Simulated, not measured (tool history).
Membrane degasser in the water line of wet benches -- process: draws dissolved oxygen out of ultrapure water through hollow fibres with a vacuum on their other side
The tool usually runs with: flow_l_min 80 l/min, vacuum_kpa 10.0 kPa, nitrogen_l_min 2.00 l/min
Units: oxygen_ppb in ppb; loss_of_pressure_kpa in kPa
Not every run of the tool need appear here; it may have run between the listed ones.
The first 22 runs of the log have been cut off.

run	day	flow_l_min	vacuum_kpa	nitrogen_l_min	oxygen_ppb	loss_of_pressure_kpa
23	43.050	80	16.1	1.55	1146.1	48.96
24	44.575	76	6.0	2.00	219.7	46.56
25	46.283	55	18.1	1.48	1025.1	33.58
26	47.408	72	10.0	0.88	868.9	44.10
27	48.533	72	12.2	0.88	1121.3	43.60
28	50.388	72	12.2	0.88	1124.9	43.64
29	52.725	72	12.2	0.88	1123.3	43.94
30	55.221	72	12.2	0.88	1120.4	44.11
31	57.254	62	6.9	2.00	240.7	38.07
32	59.608	62	6.9	2.00	242.3	37.76

Alternative continuations, all from the tool just after run 32; predict every row:
A	60.833	53	20.0	0.92	?	?
B	60.833	62	6.9	5.39	?	?
C	60.833	80	19.7	1.47	?	?

run	oxygen_ppb	loss_of_pressure_kpa
A	1548.0	32.38
B	103.0	37.89
C	1480.8	48.98
Without the tool's unlogged condition, the same runs would have read:
run	oxygen_ppb	loss_of_pressure_kpa
A	1525.9	32.37
B	101.5	37.88
C	1459.6	48.98
